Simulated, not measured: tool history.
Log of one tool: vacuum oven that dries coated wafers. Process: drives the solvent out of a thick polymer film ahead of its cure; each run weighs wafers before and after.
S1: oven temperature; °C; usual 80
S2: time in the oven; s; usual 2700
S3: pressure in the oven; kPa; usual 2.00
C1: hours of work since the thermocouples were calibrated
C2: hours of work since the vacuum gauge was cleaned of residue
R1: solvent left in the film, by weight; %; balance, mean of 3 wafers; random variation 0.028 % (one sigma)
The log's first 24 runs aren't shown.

run,hour,S1,S2,S3,C1,C2,R1
25,226.4,83,3600,1.16,337,319,2.32
26,236.3,83,2640,1.07,341,324,3.42
27,249.2,83,2640,1.07,348,330,3.39
28,256.0,69,2640,4.96,351,334,11.07
29,267.6,89,2700,2.35,356,339,2.60
# hour 269.8: vacuum gauge cleaned of residue and calibrated
30,276.6,89,2700,2.35,360,3,2.63
31,288.4,89,2640,1.54,366,9,2.24
32,299.8,83,2100,2.39,371,14,5.26
33,305.5,84,1380,2.39,374,17,6.96
34,313.5,84,1380,2.39,378,21,6.96
35,325.6,76,2340,5.72,383,27,9.41
36,338.0,82,4680,3.29,389,33,3.35
# hour 343.1: vacuum gauge cleaned of residue and calibrated, once more
37,350.7,79,4680,3.29,395,4,3.93
38,357.8,70,1620,2.82,398,7,10.83
39,364.6,80,2700,1.35,401,10,4.26
40,372.8,80,2700,1.35,405,14,4.26
41,378.3,75,2700,2.00,408,17,6.37
42,384.2,85,2700,2.00,411,20,3.29
43,391.9,87,2040,6.27,415,23,6.23
44,398.9,87,4200,1.03,418,27,1.15
45,406.0,80,2700,2.00,421,30,4.69
46,413.1,80,2700,2.00,425,33,4.77
47,421.1,81,2340,2.00,428,37,5.09

3 ways to go on from here, each from the tool as it stands after run 47. What would each give?
A,431.7,80,3120,2.00,434,42,?
B,431.7,71,3300,5.71,434,42,?
C,431.7,91,1680,3.52,434,42,?

run,R1
A,4.14
B,10.04
C,4.32
Without the tool's hidden state the same runs would have given:
run,R1
A,4.57
B,10.63
C,4.73
